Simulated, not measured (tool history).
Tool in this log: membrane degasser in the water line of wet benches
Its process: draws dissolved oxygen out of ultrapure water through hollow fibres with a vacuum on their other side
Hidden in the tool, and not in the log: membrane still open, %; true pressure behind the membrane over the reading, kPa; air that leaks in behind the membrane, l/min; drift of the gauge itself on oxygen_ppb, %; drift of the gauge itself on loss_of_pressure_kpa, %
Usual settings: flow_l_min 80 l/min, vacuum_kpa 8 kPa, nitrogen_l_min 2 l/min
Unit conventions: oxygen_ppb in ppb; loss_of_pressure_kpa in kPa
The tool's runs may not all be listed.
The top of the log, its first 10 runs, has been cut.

| run | day | flow_l_min | vacuum_kpa | nitrogen_l_min | hours since the membrane was changed | hours since the vacuum gauge was calibrated | hours since the vacuum lines were made tight | oxygen_ppb | loss_of_pressure_kpa |
|---|---|---|---|---|---|---|---|---|---|
| 11 | 32.625 | 80 | 15.51 | 2 | 1372 | 1847 | 5534 | 953.1 | 35.27 |
| 12 | 36.146 | 80 | 15.51 | 2 | 1456 | 1931 | 5618 | 957.8 | 35.19 |
| 13 | 39.529 | 80 | 15.51 | 2 | 1538 | 2012 | 5699 | 949.5 | 35.56 |
| 14 | 41.783 | 80 | 15.51 | 2 | 1592 | 2066 | 5753 | 976.5 | 35.4 |
| 15 | 44.325 | 80 | 8 | 2 | 1653 | 2127 | 5814 | 447.7 | 35.19 |
|  | 44.733 | seals of the vacuum lines changed |
| 16 | 48.688 | 80 | 8 | 2 | 1755 | 2230 | 95 | 454.4 | 35.15 |
| 17 | 51.396 | 80 | 8 | 2 | 1820 | 2295 | 160 | 450.8 | 35.59 |
|  | 51.642 | vacuum gauge calibrated |
| 18 | 56.371 | 80 | 9.18 | 5.45 | 1939 | 114 | 279 | 268.9 | 35.45 |
| 19 | 60.3 | 88 | 5.18 | 1.06 | 2034 | 208 | 373 | 396.6 | 39.38 |

The next listed run, before its measurement:
| 20 | 62.462 | 51 | 5.64 | 0.91 | 2085 | 260 | 425 | ? | ? |

oxygen_ppb: 289.6 ppb
loss_of_pressure_kpa: 22.55 kPa
With no hidden state in the tool, this same run would have given oxygen_ppb 249.8 ppb, loss_of_pressure_kpa 22.28 kPa.

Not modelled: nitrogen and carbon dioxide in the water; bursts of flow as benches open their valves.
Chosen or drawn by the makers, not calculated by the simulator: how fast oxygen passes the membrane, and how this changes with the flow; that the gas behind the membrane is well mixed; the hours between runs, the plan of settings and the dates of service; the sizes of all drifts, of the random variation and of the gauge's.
